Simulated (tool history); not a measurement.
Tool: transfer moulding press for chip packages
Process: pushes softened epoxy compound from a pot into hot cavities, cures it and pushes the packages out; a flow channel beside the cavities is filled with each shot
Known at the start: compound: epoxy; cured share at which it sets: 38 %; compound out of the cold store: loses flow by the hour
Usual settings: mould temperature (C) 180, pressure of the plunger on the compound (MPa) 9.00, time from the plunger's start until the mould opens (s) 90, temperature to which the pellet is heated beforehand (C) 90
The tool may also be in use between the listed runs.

run,hour,mould temperature (C),pressure of the plunger on the compound (MPa),time from the plunger's start until the mould opens (s),temperature to which the pellet is heated beforehand (C),incoming compound's hours out of the cold store,length that the compound runs in the flow channel (mm),greatest force on the pins that push the packages out (N)
1,0.0,180,9.00,90,90,38.3,771,430
# hour 18.5: plunger's sealing rings changed
2,20.0,180,9.00,80,90,12.0,919,605
3,32.1,180,9.00,80,90,28.2,873,613
# hour 44.3: cavities cleaned with cleaning compound and waxed
4,44.3,180,9.00,90,90,29.9,872,264
5,62.5,180,9.00,90,90,18.2,894,389
# hour 70.5: mould's thermocouples calibrated
6,80.7,180,9.00,90,90,35.4,844,484
7,101.3,180,9.00,90,90,25.2,865,535
# hour 111.7: cavities cleaned with cleaning compound and waxed
8,122.2,180,9.00,90,90,44.7,791,344
9,139.1,180,9.00,90,90,40.5,805,464
10,152.7,180,9.00,90,90,46.6,785,480
11,165.5,180,9.00,90,90,30.2,835,513
# hour 177.5: cavities cleaned with cleaning compound and waxed
12,188.3,180,9.00,90,90,38.7,785,367
13,207.3,180,9.00,90,90,10.8,886,490
14,226.9,180,9.00,90,90,31.9,807,510
# hour 242.2: cavities cleaned with cleaning compound and waxed
15,248.4,180,9.00,90,90,48.0,766,307
16,258.4,180,10.23,122,90,45.1,829,347
17,271.3,187,7.58,78,90,40.8,695,450
18,280.8,186,9.00,75,84,25.3,808,492
19,296.8,186,9.00,75,84,10.2,845,547
# hour 307.8: cavities cleaned with cleaning compound and waxed
# hour 322.2: plunger's sealing rings changed
20,323.3,175,9.00,90,92,14.2,932,474
21,338.5,187,9.00,90,83,14.5,897,398
22,354.1,181,9.00,90,88,13.1,905,515
23,371.0,181,9.00,90,88,19.2,886,535
# hour 376.4: cavities cleaned with cleaning compound and waxed
24,395.5,181,9.00,90,88,14.6,889,409
25,407.2,181,9.00,90,88,41.4,813,453
26,421.7,187,8.97,118,89,11.5,887,431
# hour 442.2: cavities cleaned with cleaning compound and waxed
27,442.2,182,7.07,90,90,25.9,749,236
28,458.3,182,7.07,90,90,41.9,708,365
29,475.4,180,9.00,90,95,13.0,881,477

Some steps in length that the compound runs in the flow channel (mm) between neighbouring runs. How much of each would the tool show without its hidden state too (settings, what came in, random variation), and how much is left for the hidden state, with any gauge scatter that isn't in both results?
The hidden state here: true mould temperature over the reading, C; pressure that reaches the compound, % of what is set; grip of the stained cavities, % over clean ones'; drift of the gauge itself on flow_mm, %; drift of the gauge itself on push_out_n, %.
Run 1 -> 2: time from the plunger's start until the mould opens (s) 90 -> 80, plunger's sealing rings changed. length that the compound runs in the flow channel (mm) +148: hidden state +61, all else +87.
Run 19 -> 20: mould temperature (C) 186 -> 175, time from the plunger's start until the mould opens (s) 75 -> 90, temperature to which the pellet is heated beforehand (C) 84 -> 92, cavities cleaned with cleaning compound and waxed, plunger's sealing rings changed. length that the compound runs in the flow channel (mm) +87: hidden state +71, all else +16.
Run 28 -> 29: mould temperature (C) 182 -> 180, pressure of the plunger on the compound (MPa) 7.07 -> 9.00, temperature to which the pellet is heated beforehand (C) 90 -> 95. length that the compound runs in the flow channel (mm) +173: hidden state -13, all else +186.

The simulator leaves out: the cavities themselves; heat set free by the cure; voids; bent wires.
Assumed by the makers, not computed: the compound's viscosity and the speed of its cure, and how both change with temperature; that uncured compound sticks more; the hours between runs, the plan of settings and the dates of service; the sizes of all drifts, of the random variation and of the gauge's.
